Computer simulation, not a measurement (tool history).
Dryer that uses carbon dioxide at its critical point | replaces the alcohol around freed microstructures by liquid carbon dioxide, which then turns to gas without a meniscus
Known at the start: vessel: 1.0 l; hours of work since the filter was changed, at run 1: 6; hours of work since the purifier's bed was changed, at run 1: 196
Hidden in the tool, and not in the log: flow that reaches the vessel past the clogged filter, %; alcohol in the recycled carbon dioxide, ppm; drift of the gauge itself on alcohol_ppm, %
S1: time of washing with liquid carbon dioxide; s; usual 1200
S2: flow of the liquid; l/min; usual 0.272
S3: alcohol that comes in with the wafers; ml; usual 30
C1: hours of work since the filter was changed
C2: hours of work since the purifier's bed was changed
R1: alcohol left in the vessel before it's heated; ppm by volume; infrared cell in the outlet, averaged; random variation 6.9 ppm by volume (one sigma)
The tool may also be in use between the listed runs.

run	hour	S1	S2	S3	C1	C2	R1
1	0.0	1200	0.272	30	6	196	393
2	17.6	1200	0.272	116	17	207	1325
3	27.2	1200	0.272	116	23	213	1374
4	36.2	1380	0.272	30	28	218	232
5	51.8	1200	0.272	99	38	228	1249
6	68.6	1200	0.272	30	48	238	442
7	82.8	1200	0.272	30	57	247	436
8	100.2	1200	0.272	30	67	257	448
9	116.2	1200	0.272	30	77	267	463
10	132.1	1200	0.272	30	87	277	474
11	146.8	1200	0.272	43	96	286	657
12	155.5	1200	0.272	43	101	291	679
13	169.6	1200	0.272	43	110	299	677
14	186.9	1200	0.272	43	120	310	690
15	206.7	1200	0.305	30	132	322	359
16	217.7	900	0.305	30	139	329	970
17	237.2	900	0.305	30	151	341	1016
18	254.7	900	0.305	30	161	351	1021
19	275.3	1200	0.272	30	174	364	583
20	284.7	1200	0.272	30	180	370	622
21	299.8	1080	0.272	30	189	379	852
22	315.9	1260	0.272	30	199	389	516
23	328.4	1260	0.272	30	206	396	525
24	343.0	1260	0.272	30	215	405	531
25	352.1	1320	0.272	77	221	411	1046
26	365.1	1080	0.253	77	229	419	2782
27	384.4	1740	0.272	111	240	430	474
28	404.2	1740	0.272	54	252	442	294
29	418.7	1680	0.272	53	261	451	343
30	437.9	720	0.384	38	273	463	1550
31	446.9	1560	0.295	74	278	468	449
32	460.0	1560	0.295	74	286	476	440
33	474.2	1080	0.174	67	295	485	7201
# hour 489.4: inlet filter changed
34	493.2	1080	0.174	67	2	496	4776
35	508.3	1080	0.174	67	12	505	4889
36	517.6	1680	0.189	98	17	511	1298
37	533.4	1020	0.297	104	27	520	1821
38	548.2	1020	0.297	104	36	529	1759
39	558.9	1200	0.164	100	42	536	6522
40	571.9	1200	0.459	56	50	544	185
41	583.4	720	0.271	30	57	551	2247
42	604.4	1200	0.272	21	70	564	414
43	617.8	1200	0.272	21	78	572	420
44	631.3	960	0.289	82	86	580	2174
45	651.5	1200	0.442	30	99	592	192
46	662.2	1800	0.413	30	105	599	174
47	674.8	1200	0.247	30	113	607	779
48	691.6	960	0.409	22	123	617	301

Some steps in R1 between neighbouring runs. How much of each would the tool show without its hidden state too (settings, what came in, random variation), and how much is left for the hidden state, with any gauge scatter that isn't in both results?
Run 26 -> 27: S1 1080 -> 1740, S2 0.253 -> 0.272, S3 77 -> 111. R1 -2308 ppm by volume: hidden state -786, all else -1522.
Run 32 -> 33: S1 1560 -> 1080, S2 0.295 -> 0.174, S3 74 -> 67. R1 +6761 ppm by volume: hidden state +2199, all else +4562.
Run 33 -> 34: inlet filter changed. R1 -2425 ppm by volume: hidden state -2339, all else -86.
Run 38 -> 39: S1 1020 -> 1200, S2 0.297 -> 0.164, S3 104 -> 100. R1 +4763 ppm by volume: hidden state +299, all else +4464.
Run 39 -> 40: S2 0.164 -> 0.459, S3 100 -> 56. R1 -6337 ppm by volume: hidden state -425, all else -5912.
